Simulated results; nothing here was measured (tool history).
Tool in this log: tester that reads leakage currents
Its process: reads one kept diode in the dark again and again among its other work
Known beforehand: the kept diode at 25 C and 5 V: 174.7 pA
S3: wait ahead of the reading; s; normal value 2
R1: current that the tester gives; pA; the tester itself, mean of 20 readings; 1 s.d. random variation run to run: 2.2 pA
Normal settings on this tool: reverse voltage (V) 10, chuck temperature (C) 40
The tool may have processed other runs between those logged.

run 1 hour=0 | reverse_voltage_(V)=10 chuck_temperature_(C)=40 S3=2 | R1=715.1
run 2 hour=78.9 | reverse_voltage_(V)=10 chuck_temperature_(C)=40 S3=7.55 | R1=715.91
run 3 hour=129.2 | reverse_voltage_(V)=12.1 chuck_temperature_(C)=40 S3=2 | R1=796.73
run 4 hour=199.2 | reverse_voltage_(V)=12.1 chuck_temperature_(C)=40 S3=2 | R1=793.8
run 5 hour=264.7 | reverse_voltage_(V)=10 chuck_temperature_(C)=40 S3=0.39 | R1=717.96
run 6 hour=318.5 | reverse_voltage_(V)=10 chuck_temperature_(C)=40 S3=0.39 | R1=720.35
run 7 hour=373.1 | reverse_voltage_(V)=10 chuck_temperature_(C)=40 S3=0.39 | R1=719.54
run 8 hour=475.9 | reverse_voltage_(V)=10 chuck_temperature_(C)=28 S3=2 | R1=312.42
run 9 hour=577.4 | reverse_voltage_(V)=10 chuck_temperature_(C)=40 S3=0.45 | R1=714.86
run 10 hour=653.9 | reverse_voltage_(V)=10 chuck_temperature_(C)=59 S3=2 | R1=2378.87
run 11 hour=731.2 | reverse_voltage_(V)=10 chuck_temperature_(C)=59 S3=4.89 | R1=2376.4
run 12 hour=807.9 | reverse_voltage_(V)=15.5 chuck_temperature_(C)=40 S3=2 | R1=904.6
run 13 hour=869.6 | reverse_voltage_(V)=10 chuck_temperature_(C)=40 S3=0.42 | R1=709.32
run 14 hour=922 | reverse_voltage_(V)=10 chuck_temperature_(C)=40 S3=0.42 | R1=705.62
run 15 hour=979.4 | reverse_voltage_(V)=3.2 chuck_temperature_(C)=37 S3=0.36 | R1=310.08
run 16 hour=1044.1 | reverse_voltage_(V)=4.3 chuck_temperature_(C)=44 S3=0.44 | R1=581.21
-- hour=1051.1 tester calibrated
-- hour=1104.3 probe card cleaned and baked
run 17 hour=1141.5 | reverse_voltage_(V)=10 chuck_temperature_(C)=51 S3=2 | R1=1424.38
run 18 hour=1231.7 | reverse_voltage_(V)=1.3 chuck_temperature_(C)=25 S3=0.9 | R1=77.35
-- hour=1292.7 chuck's temperature calibrated
run 19 hour=1333.3 | reverse_voltage_(V)=10 chuck_temperature_(C)=35 S3=0.7 | R1=533.2
run 20 hour=1413.1 | reverse_voltage_(V)=4.1 chuck_temperature_(C)=43 S3=0.7 | R1=570.04
run 21 hour=1512.9 | reverse_voltage_(V)=4.1 chuck_temperature_(C)=43 S3=0.7 | R1=569.19
run 22 hour=1571.1 | reverse_voltage_(V)=4.1 chuck_temperature_(C)=43 S3=0.7 | R1=567.81
run 23 hour=1614.1 | reverse_voltage_(V)=2.6 chuck_temperature_(C)=58 S3=2 | R1=1156.4
-- hour=1657.9 tester calibrated, once more
run 24 hour=1691.9 | reverse_voltage_(V)=13.3 chuck_temperature_(C)=58 S3=2 | R1=2750.15
run 25 hour=1756.4 | reverse_voltage_(V)=13.3 chuck_temperature_(C)=58 S3=2 | R1=2752.42
run 26 hour=1805.1 | reverse_voltage_(V)=2.4 chuck_temperature_(C)=40 S3=1.24 | R1=343.85
run 27 hour=1893.1 | reverse_voltage_(V)=13 chuck_temperature_(C)=33 S3=2 | R1=521.31
run 28 hour=1975.1 | reverse_voltage_(V)=13 chuck_temperature_(C)=33 S3=2 | R1=521.4

5 options for the next run, each taken on its own from the tool as it stands now. Forecast them:
run A hour=2066 | reverse_voltage_(V)=10 chuck_temperature_(C)=24 S3=9.24 | R1=?
run B hour=2066 | reverse_voltage_(V)=14.3 chuck_temperature_(C)=37 S3=3.07 | R1=?
run C hour=2066 | reverse_voltage_(V)=1.4 chuck_temperature_(C)=52 S3=0.87 | R1=?
run D hour=2066 | reverse_voltage_(V)=1.3 chuck_temperature_(C)=24 S3=0.68 | R1=?
run E hour=2066 | reverse_voltage_(V)=13 chuck_temperature_(C)=45 S3=1.4 | R1=?

run=A R1=233.73
run=B R1=723.47
run=C R1=560.47
run=D R1=77.92
run=E R1=1187.92
With the hidden condition removed and each run's random variation left untouched, the same runs would have given:
run=A R1=235.51
run=B R1=731.47
run=C R1=567.91
run=D R1=78.92
run=E R1=1202.31
